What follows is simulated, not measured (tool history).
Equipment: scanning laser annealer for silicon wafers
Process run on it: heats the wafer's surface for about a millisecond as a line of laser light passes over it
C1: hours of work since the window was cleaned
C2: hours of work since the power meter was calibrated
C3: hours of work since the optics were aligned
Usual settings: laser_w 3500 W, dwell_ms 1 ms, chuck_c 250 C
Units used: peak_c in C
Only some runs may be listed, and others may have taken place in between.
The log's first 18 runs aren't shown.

{"run": 19, "day": 6.083, "laser_w": 3500, "dwell_ms": 1, "chuck_c": 250, "C1": 504, "C2": 113, "C3": 1546, "peak_c": 921}
{"run": 20, "day": 6.517, "laser_w": 3500, "dwell_ms": 1, "chuck_c": 250, "C1": 509, "C2": 118, "C3": 1552, "peak_c": 920}
{"run": 21, "day": 6.829, "laser_w": 3500, "dwell_ms": 1, "chuck_c": 250, "C1": 513, "C2": 122, "C3": 1556, "peak_c": 920}
{"run": 22, "day": 7.321, "laser_w": 3500, "dwell_ms": 1, "chuck_c": 250, "C1": 519, "C2": 128, "C3": 1562, "peak_c": 921}
{"run": 23, "day": 7.638, "laser_w": 3500, "dwell_ms": 1, "chuck_c": 250, "C1": 523, "C2": 132, "C3": 1566, "peak_c": 919}
{"run": 24, "day": 7.888, "laser_w": 3105, "dwell_ms": 0.78, "chuck_c": 250, "C1": 526, "C2": 136, "C3": 1569, "peak_c": 769}
{"run": 25, "day": 8.35, "laser_w": 3324, "dwell_ms": 0.72, "chuck_c": 220, "C1": 532, "C2": 141, "C3": 1575, "peak_c": 766}
{"run": 26, "day": 8.871, "laser_w": 2975, "dwell_ms": 1, "chuck_c": 248, "C1": 539, "C2": 148, "C3": 1581, "peak_c": 795}
{"run": 27, "day": 9.1, "laser_w": 3654, "dwell_ms": 1.01, "chuck_c": 223, "C1": 542, "C2": 151, "C3": 1584, "peak_c": 932}
{"run": 28, "day": 9.608, "laser_w": 3215, "dwell_ms": 0.98, "chuck_c": 254, "C1": 548, "C2": 157, "C3": 1590, "peak_c": 851}
{"run": 29, "day": 9.988, "laser_w": 3661, "dwell_ms": 0.72, "chuck_c": 222, "C1": 553, "C2": 162, "C3": 1595, "peak_c": 836}
{"run": 30, "day": 10.4, "laser_w": 2984, "dwell_ms": 0.88, "chuck_c": 247, "C1": 558, "C2": 167, "C3": 1600, "peak_c": 763}
{"run": 31, "day": 10.612, "laser_w": 3554, "dwell_ms": 0.76, "chuck_c": 250, "C1": 560, "C2": 170, "C3": 1603, "peak_c": 855}
{"run": 32, "day": 10.983, "laser_w": 3554, "dwell_ms": 0.76, "chuck_c": 250, "C1": 565, "C2": 174, "C3": 1607, "peak_c": 858}
{"run": 33, "day": 11.446, "laser_w": 3643, "dwell_ms": 1, "chuck_c": 250, "C1": 571, "C2": 180, "C3": 1613, "peak_c": 953}
{"run": 34, "day": 11.933, "laser_w": 3643, "dwell_ms": 1, "chuck_c": 250, "C1": 577, "C2": 186, "C3": 1619, "peak_c": 952}

What does the tool deliver on the next run?
{"run": 35, "day": 12.146, "laser_w": 3500, "dwell_ms": 1.02, "chuck_c": 260, "C1": 579, "C2": 189, "C3": 1622, "peak_c": "?"}

peak_c: 935 C
Were there no unlogged condition in the tool, this run, its random variation unchanged, would have produced peak_c 968 C.

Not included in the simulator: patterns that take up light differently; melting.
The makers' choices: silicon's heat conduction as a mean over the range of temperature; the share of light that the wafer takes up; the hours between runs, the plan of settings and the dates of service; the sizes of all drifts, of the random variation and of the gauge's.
